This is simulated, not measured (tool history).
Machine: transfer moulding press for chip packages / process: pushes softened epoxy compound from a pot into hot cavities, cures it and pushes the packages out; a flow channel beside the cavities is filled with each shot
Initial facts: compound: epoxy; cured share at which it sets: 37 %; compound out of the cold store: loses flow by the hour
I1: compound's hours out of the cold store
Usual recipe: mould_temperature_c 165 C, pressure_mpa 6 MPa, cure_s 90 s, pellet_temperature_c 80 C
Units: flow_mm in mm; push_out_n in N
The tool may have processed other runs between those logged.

run 1 hour=0 | mould_temperature_c=165 pressure_mpa=6 cure_s=90 pellet_temperature_c=80 | I1=29.4 | flow_mm=614 push_out_n=470
run 2 hour=43 | mould_temperature_c=165 pressure_mpa=6 cure_s=90 pellet_temperature_c=80 | I1=40.9 | flow_mm=577 push_out_n=623
-- hour=54.7 cavities cleaned with cleaning compound and waxed
run 3 hour=82 | mould_temperature_c=165 pressure_mpa=6 cure_s=90 pellet_temperature_c=80 | I1=32.1 | flow_mm=591 push_out_n=611
-- hour=106.4 cavities cleaned with cleaning compound and waxed
run 4 hour=128.6 | mould_temperature_c=165 pressure_mpa=6 cure_s=90 pellet_temperature_c=80 | I1=17.5 | flow_mm=629 push_out_n=584
-- hour=158.6 cavities cleaned with cleaning compound and waxed
-- hour=174.8 plunger's sealing rings changed
run 5 hour=185.8 | mould_temperature_c=161 pressure_mpa=6 cure_s=90 pellet_temperature_c=80 | I1=9.7 | flow_mm=700 push_out_n=757
-- hour=212.4 cavities cleaned with cleaning compound and waxed
run 6 hour=225.8 | mould_temperature_c=161 pressure_mpa=6 cure_s=90 pellet_temperature_c=80 | I1=13.4 | flow_mm=685 push_out_n=697
-- hour=267.3 cavities cleaned with cleaning compound and waxed
run 7 hour=298.6 | mould_temperature_c=165 pressure_mpa=6 cure_s=90 pellet_temperature_c=80 | I1=10.3 | flow_mm=666 push_out_n=623
-- hour=318.3 cavities cleaned with cleaning compound and waxed
run 8 hour=337 | mould_temperature_c=165 pressure_mpa=6 cure_s=90 pellet_temperature_c=80 | I1=10.7 | flow_mm=651 push_out_n=582
-- hour=352.9 mould's thermocouples calibrated
-- hour=377.6 cavities cleaned with cleaning compound and waxed
run 9 hour=378 | mould_temperature_c=165 pressure_mpa=6 cure_s=90 pellet_temperature_c=80 | I1=17.2 | flow_mm=624 push_out_n=451
-- hour=415.8 plunger's sealing rings changed
-- hour=432.7 cavities cleaned with cleaning compound and waxed
run 10 hour=453.9 | mould_temperature_c=165 pressure_mpa=6 cure_s=90 pellet_temperature_c=80 | I1=10.3 | flow_mm=686 push_out_n=635
-- hour=486.3 cavities cleaned with cleaning compound and waxed
run 11 hour=515.4 | mould_temperature_c=165 pressure_mpa=6 cure_s=90 pellet_temperature_c=80 | I1=45.6 | flow_mm=565 push_out_n=582
-- hour=540.9 cavities cleaned with cleaning compound and waxed
run 12 hour=581.1 | mould_temperature_c=165 pressure_mpa=6 cure_s=90 pellet_temperature_c=80 | I1=18.8 | flow_mm=631 push_out_n=647
-- hour=594.2 cavities cleaned with cleaning compound and waxed
-- hour=645.2 cavities cleaned with cleaning compound and waxed
-- hour=652.6 plunger's sealing rings changed
run 13 hour=655.2 | mould_temperature_c=165 pressure_mpa=6 cure_s=90 pellet_temperature_c=80 | I1=24.9 | flow_mm=645 push_out_n=507
-- hour=700.4 cavities cleaned with cleaning compound and waxed
run 14 hour=709.1 | mould_temperature_c=165 pressure_mpa=4.92 cure_s=90 pellet_temperature_c=80 | I1=19.6 | flow_mm=586 push_out_n=528
-- hour=751.5 cavities cleaned with cleaning compound and waxed
run 15 hour=765.7 | mould_temperature_c=167 pressure_mpa=4.67 cure_s=90 pellet_temperature_c=80 | I1=16.4 | flow_mm=570 push_out_n=505
-- hour=806.8 cavities cleaned with cleaning compound and waxed
run 16 hour=840.6 | mould_temperature_c=167 pressure_mpa=4.67 cure_s=90 pellet_temperature_c=80 | I1=42.2 | flow_mm=491 push_out_n=591
-- hour=859.2 cavities cleaned with cleaning compound and waxed
-- hour=886.2 plunger's sealing rings changed
run 17 hour=904 | mould_temperature_c=167 pressure_mpa=4.67 cure_s=90 pellet_temperature_c=80 | I1=9.1 | flow_mm=610 push_out_n=632
-- hour=917.2 cavities cleaned with cleaning compound and waxed
-- hour=970.4 cavities cleaned with cleaning compound and waxed
run 18 hour=973.5 | mould_temperature_c=167 pressure_mpa=4.67 cure_s=90 pellet_temperature_c=80 | I1=23.1 | flow_mm=552 push_out_n=449
-- hour=1022.8 cavities cleaned with cleaning compound and waxed
run 19 hour=1040.6 | mould_temperature_c=165 pressure_mpa=5.95 cure_s=90 pellet_temperature_c=76 | I1=11.2 | flow_mm=653 push_out_n=593
-- hour=1076.5 cavities cleaned with cleaning compound and waxed
run 20 hour=1102.4 | mould_temperature_c=165 pressure_mpa=5.95 cure_s=90 pellet_temperature_c=76 | I1=33.9 | flow_mm=568 push_out_n=581
-- hour=1119.8 plunger's sealing rings changed
-- hour=1132.6 cavities cleaned with cleaning compound and waxed
-- hour=1143.8 mould's thermocouples calibrated
run 21 hour=1173.4 | mould_temperature_c=165 pressure_mpa=5.95 cure_s=90 pellet_temperature_c=76 | I1=12.6 | flow_mm=670 push_out_n=670
-- hour=1187.6 cavities cleaned with cleaning compound and waxed
run 22 hour=1221.1 | mould_temperature_c=164 pressure_mpa=6 cure_s=126 pellet_temperature_c=89 | I1=46 | flow_mm=565 push_out_n=499

For some of the steps in flow_mm from one run to the next: how much would appear even if the tool had no hidden state, given the settings, what came in and random variation, and how much remains for the hidden state plus any gauge scatter that the measured result and the result without hidden state don't share?
Unlogged tool condition in this case: true mould temperature over the reading, C; pressure that reaches the compound, % of what is set; grip of the stained cavities, % over clean ones'; drift of the gauge itself on flow_mm, %; drift of the gauge itself on push_out_n, %.
Run 4 -> 5: mould_temperature_c 165 -> 161, cavities cleaned with cleaning compound and waxed, plunger's sealing rings changed. flow_mm +71 mm: hidden state +37, all else +34.
Run 9 -> 10: plunger's sealing rings changed, cavities cleaned with cleaning compound and waxed. flow_mm +62 mm: hidden state +34, all else +28.
Run 10 -> 11: cavities cleaned with cleaning compound and waxed. flow_mm -121 mm: hidden state -10, all else -111.
Run 16 -> 17: cavities cleaned with cleaning compound and waxed, plunger's sealing rings changed. flow_mm +119 mm: hidden state +25, all else +94.

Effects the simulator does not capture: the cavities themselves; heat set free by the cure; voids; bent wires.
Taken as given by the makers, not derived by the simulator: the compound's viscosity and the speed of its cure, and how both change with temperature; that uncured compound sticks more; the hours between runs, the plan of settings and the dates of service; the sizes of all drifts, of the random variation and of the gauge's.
